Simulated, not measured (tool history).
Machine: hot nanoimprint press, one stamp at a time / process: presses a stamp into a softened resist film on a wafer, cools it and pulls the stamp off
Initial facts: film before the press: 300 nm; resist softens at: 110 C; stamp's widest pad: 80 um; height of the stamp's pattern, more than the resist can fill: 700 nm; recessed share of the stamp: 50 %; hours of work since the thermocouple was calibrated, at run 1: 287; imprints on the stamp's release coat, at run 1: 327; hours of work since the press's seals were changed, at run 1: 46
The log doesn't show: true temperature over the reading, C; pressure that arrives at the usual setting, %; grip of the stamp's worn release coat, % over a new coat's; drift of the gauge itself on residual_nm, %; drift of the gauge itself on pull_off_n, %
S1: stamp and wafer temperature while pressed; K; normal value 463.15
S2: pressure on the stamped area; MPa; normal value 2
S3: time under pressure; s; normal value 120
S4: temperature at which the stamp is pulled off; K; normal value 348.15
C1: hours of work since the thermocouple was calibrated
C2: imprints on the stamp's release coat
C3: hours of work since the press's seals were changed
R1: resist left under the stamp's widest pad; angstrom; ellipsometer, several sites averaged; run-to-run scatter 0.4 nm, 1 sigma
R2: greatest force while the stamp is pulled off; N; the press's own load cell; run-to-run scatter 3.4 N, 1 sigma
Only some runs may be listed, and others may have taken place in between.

run	day	S1	S2	S3	S4	C1	C2	C3	R1	R2
1	0	463.15	2	120	348.15	287	327	46	1189	173
2	2.933	471.15	2	120	348.15	317	537	75	899	177
3	4.529	471.15	2	120	348.15	332	651	91	909	171
4	6.7	471.15	2	120	348.15	354	807	112	904	183
5	8.933	471.15	2	120	348.15	376	967	134	894	186
6	12.612	463.15	2	120	348.15	413	1230	171	1178	183
# day 13.858: plate thermocouple calibrated
7	14.908	463.15	2	120	348.15	10	1385	193	1240	192
8	18.546	463.15	2	120	348.15	47	1645	229	1235	196
9	21.258	463.15	2	120	348.15	74	1839	256	1236	208
10	23.642	463.15	2	120	348.15	97	2010	279	1227	206
11	27.162	463.15	2	120	348.15	132	2262	314	1226	215
# day 29.567: stamp cleaned and given a new release coat
12	30.421	463.15	2	75	348.15	162	61	344	1449	168
13	32.183	463.15	2	120	348.15	180	187	362	1221	169
14	34.558	463.15	2	120	348.15	203	357	386	1211	171
15	36.8	463.15	2	120	337.15	226	517	408	1215	206
16	39.496	463.15	2.27	104	348.15	252	710	435	1193	173

Forecast run 17:
17	41.658	473.15	1.57	123	353.15	274	865	456	?	?

{"run 17": {"R1": 973, "R2": 161}}
Without the tool's hidden state the same run would have given R1 996 angstrom, R2 146 N.
